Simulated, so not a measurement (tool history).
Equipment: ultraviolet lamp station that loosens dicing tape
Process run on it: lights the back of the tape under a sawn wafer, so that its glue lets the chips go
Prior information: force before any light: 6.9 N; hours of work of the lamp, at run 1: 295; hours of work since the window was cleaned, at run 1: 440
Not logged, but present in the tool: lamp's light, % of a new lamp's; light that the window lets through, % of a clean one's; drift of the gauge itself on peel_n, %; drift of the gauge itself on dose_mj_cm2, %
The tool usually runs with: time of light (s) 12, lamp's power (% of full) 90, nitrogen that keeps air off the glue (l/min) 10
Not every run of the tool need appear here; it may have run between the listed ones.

run   hour  time of light (s)  lamp's power (% of full)  nitrogen that keeps air off the glue (l/min)  hours of work of the lamp  hours of work since the window was cleaned  force that peels the tape off (N)  light that reached the tape (mJ/cm²)
  1      0                 12                        90                                            10                        295                                         440                              0.197                                   267
  2   11.1                 12                        90                                            20                        302                                         446                              0.139                                   264
  3   25.3                 12                        90                                            20                        310                                         454                              0.143                                   260
  4   37.5                 12                        90                                            20                        317                                         461                              0.127                                   261
  5   46.4                 12                        82                                            10                        322                                         466                              0.267                                   240
  6   59.4                 12                        82                                            10                        329                                         473                              0.268                                   239
  7   72.6                 12                        90                                            10                        337                                         481                              0.212                                   256
  8   82.9                 12                        90                                            10                        343                                         487                              0.214                                   261
  9   93.8                 12                        90                                            10                        349                                         493                              0.216                                   257
 10  100.7                 12                        90                                            10                        353                                         497                              0.203                                   256
 11  111.5                  7                        90                                            10                        359                                         503                              0.803                                   146
 12  118.1                 12                        88                                            10                        363                                         507                              0.227                                   249
 13  125.2                 12                        88                                            10                        367                                         511                              0.221                                   245
 14  133.6                 12                        88                                            10                        371                                         516                              0.219                                   244
 15  143.8                 12                        88                                            10                        377                                         521                              0.228                                   251
 16  153.3                 12                        88                                            10                        383                                         527                               0.23                                   247
     162.5  -- window cleaned of glue's vapour
 17  166.9                 12                        88                                            10                        390                                           3                              0.265                                   232
 18  181.4                 11                        67                                            10                        398                                          11                              0.665                                   161
 19  189.9                 11                        67                                            10                        403                                          16                              0.662                                   163
 20  198.1                 11                        67                                            10                        408                                          20                              0.652                                   162
 21  207.1                  7                        79                                             9                        413                                          25                              1.211                                   121
 22    214                 12                        71                                            12                        417                                          29                              0.441                                   185
     225.7  -- window cleaned of glue's vapour, once more
 23  226.5                 13                        62                                             9                        424                                           0                              0.438                                   197
 24  238.3                 19                        98                                            10                        430                                           7                              0.072                                   461
 25    246                 18                        75                                             7                        435                                          11                               0.14                                   335
 26  259.6                 12                        90                                            18                        442                                          19                              0.144                                   264
 27  266.2                  7                        90                                             9                        446                                          23                              0.786                                   152
 28  272.7                 21                        90                                            10                        450                                          27                              0.076                                   468
 29  287.2                 15                        91                                            10                        458                                          35                               0.11                                   334
 30  294.9                 15                        91                                            10                        462                                          39                              0.118                                   335
 31  303.8                 15                        91                                            10                        467                                          44                               0.11                                   335
 32    318                 16                        67                                            10                        476                                          52                              0.204                                   262
 33  330.8                 11                        74                                            10                        483                                          60                              0.417                                   195

Results per run with the tool's hidden condition removed, run-to-run variation unchanged:
run  force that peels the tape off (N)  light that reached the tape (mJ/cm²)
  1                              0.125                                   322
  2                              0.097                                   320
  3                                0.1                                   317
  4                              0.084                                   319
  5                              0.157                                   293
  6                              0.161                                   293
  7                              0.127                                   316
  8                              0.127                                   322
  9                              0.129                                   319
 10                              0.116                                   319
 11                              0.491                                   183
 12                              0.129                                   312
 13                              0.122                                   309
 14                              0.121                                   308
 15                              0.128                                   316
 16                              0.129                                   312
 17                              0.126                                   310
 18                              0.328                                   216
 19                              0.324                                   219
 20                              0.318                                   219
 21                              0.674                                   164
 22                              0.203                                   251
 23                              0.283                                   234
 24                              0.067                                   549
 25                              0.098                                   399
 26                              0.103                                   317
 27                              0.524                                   183
 28                              0.072                                   563
 29                              0.081                                   403
 30                              0.088                                   406
 31                               0.08                                   406
 32                              0.124                                   319
 33                              0.248                                   239

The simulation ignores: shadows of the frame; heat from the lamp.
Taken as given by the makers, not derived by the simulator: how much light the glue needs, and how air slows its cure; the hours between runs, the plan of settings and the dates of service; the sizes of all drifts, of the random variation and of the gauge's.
